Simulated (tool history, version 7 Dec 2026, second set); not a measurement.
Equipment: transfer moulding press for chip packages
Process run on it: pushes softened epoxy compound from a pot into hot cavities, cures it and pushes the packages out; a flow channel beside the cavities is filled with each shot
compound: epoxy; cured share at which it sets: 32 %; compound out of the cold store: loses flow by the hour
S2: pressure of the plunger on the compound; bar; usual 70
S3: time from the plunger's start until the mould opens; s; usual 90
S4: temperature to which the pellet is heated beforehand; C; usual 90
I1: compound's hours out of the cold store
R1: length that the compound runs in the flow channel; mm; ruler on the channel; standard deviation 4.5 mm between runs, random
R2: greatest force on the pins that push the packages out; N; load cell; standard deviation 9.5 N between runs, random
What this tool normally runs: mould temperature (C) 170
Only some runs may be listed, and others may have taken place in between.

Run 1, hour 0: usual settings; I1 12.8. Result: R1 721 mm, R2 453 N.
Run 2, hour 10.1: usual settings; I1 9.7. Result: R1 727 mm, R2 608 N.
Run 3, hour 22: usual settings; I1 15. Result: R1 714 mm, R2 696 N.
Run 4, hour 38.7: usual settings but S4 91 C; I1 42.2. Result: R1 646 mm, R2 750 N.
Run 5, hour 56.4: usual settings but S4 91 C; I1 15. Result: R1 706 mm, R2 877 N.
At hour 65.5: cavities cleaned with cleaning compound and waxed.
Run 6, hour 66.1: usual settings but S3 119 s; I1 18.9. Result: R1 712 mm, R2 382 N.
Run 7, hour 77.8: usual settings but S4 81 C; I1 8.7. Result: R1 716 mm, R2 628 N.
Run 8, hour 93: usual settings but S4 81 C; I1 35. Result: R1 673 mm, R2 724 N.
Run 9, hour 110.6: usual settings; I1 35.8. Result: R1 649 mm, R2 853 N.
Run 10, hour 122.1: usual settings but S3 122 s; I1 26.4. Result: R1 667 mm, R2 727 N.
At hour 131.3: cavities cleaned with cleaning compound and waxed.
Run 11, hour 134: usual settings but S3 122 s; I1 10.4. Result: R1 704 mm, R2 422 N.
Run 12, hour 148.8: usual settings but S3 122 s; I1 18. Result: R1 681 mm, R2 569 N.
Run 13, hour 159.9: usual settings but S3 112 s; I1 42.2. Result: R1 634 mm, R2 626 N.
Run 14, hour 173.5: usual settings; I1 38. Result: R1 636 mm, R2 795 N.
At hour 181.4: plunger's sealing rings changed.
Run 15, hour 190.8: usual settings; I1 29.2. Result: R1 699 mm, R2 864 N.
At hour 199.1: cavities cleaned with cleaning compound and waxed.
Run 16, hour 209.3: usual settings but mould temperature (C) 166, S3 85 s; I1 30.4. Result: R1 703 mm, R2 783 N.
Run 17, hour 217.6: usual settings but mould temperature (C) 174; I1 30.3. Result: R1 684 mm, R2 572 N.
Run 18, hour 226.4: usual settings but mould temperature (C) 174, S4 85 C; I1 20.2. Result: R1 713 mm, R2 652 N.
Run 19, hour 235: usual settings but mould temperature (C) 174, S2 76.8 bar, S4 85 C; I1 27.6. Result: R1 714 mm, R2 686 N.
Run 20, hour 251: usual settings but mould temperature (C) 174, S2 76.8 bar, S4 85 C; I1 42.1. Result: R1 685 mm, R2 767 N.
Run 21, hour 258.8: usual settings but mould temperature (C) 169, S2 55 bar, S4 85 C; I1 13. Result: R1 652 mm, R2 941 N.
At hour 264.4: cavities cleaned with cleaning compound and waxed.
Run 22, hour 275.8: usual settings but mould temperature (C) 169, S2 55 bar, S4 85 C; I1 10. Result: R1 659 mm, R2 599 N.
Run 23, hour 286.9: usual settings but mould temperature (C) 169, S2 55 bar, S4 85 C; I1 45.4. Result: R1 581 mm, R2 710 N.
Run 24, hour 298.4: usual settings but S3 88 s, S4 97 C; I1 37.7. Result: R1 662 mm, R2 795 N.
Run 25, hour 305.9: usual settings but mould temperature (C) 175, S3 72 s; I1 26.4. Result: R1 675 mm, R2 805 N.
Run 26, hour 315: usual settings but mould temperature (C) 175, S3 72 s; I1 23.4. Result: R1 682 mm, R2 853 N.
At hour 330.2: cavities cleaned with cleaning compound and waxed.
Run 27, hour 334.2: usual settings but mould temperature (C) 175, S3 72 s; I1 13.1. Result: R1 718 mm, R2 565 N.
Run 28, hour 347.4: usual settings but mould temperature (C) 175, S2 59.1 bar, S3 72 s, S4 95 C; I1 16.5. Result: R1 648 mm, R2 708 N.
Run 29, hour 360.7: usual settings but mould temperature (C) 168, S2 59.1 bar, S3 83 s, S4 83 C; I1 30.9. Result: R1 620 mm, R2 952 N.
Run 30, hour 369: usual settings but mould temperature (C) 175, S2 60.7 bar, S3 76 s, S4 80 C; I1 21.5. Result: R1 638 mm, R2 807 N.

Here are 3 independent what-if runs from the current tool condition. What would each one return?
Run A, hour 378.5: usual settings but mould temperature (C) 172; I1 45. Result: R1 ?, R2 ?.
Run B, hour 378.5: usual settings but mould temperature (C) 177; I1 41.6. Result: R1 ?, R2 ?.
Run C, hour 378.5: usual settings but mould temperature (C) 174; I1 33.7. Result: R1 ?, R2 ?.

run   R1   R2
  A  640  761
  B  629  726
  C  645  721
What these runs would have given with no unlogged condition in the tool:
run   R1   R2
  A  665  409
  B  654  398
  C  670  387

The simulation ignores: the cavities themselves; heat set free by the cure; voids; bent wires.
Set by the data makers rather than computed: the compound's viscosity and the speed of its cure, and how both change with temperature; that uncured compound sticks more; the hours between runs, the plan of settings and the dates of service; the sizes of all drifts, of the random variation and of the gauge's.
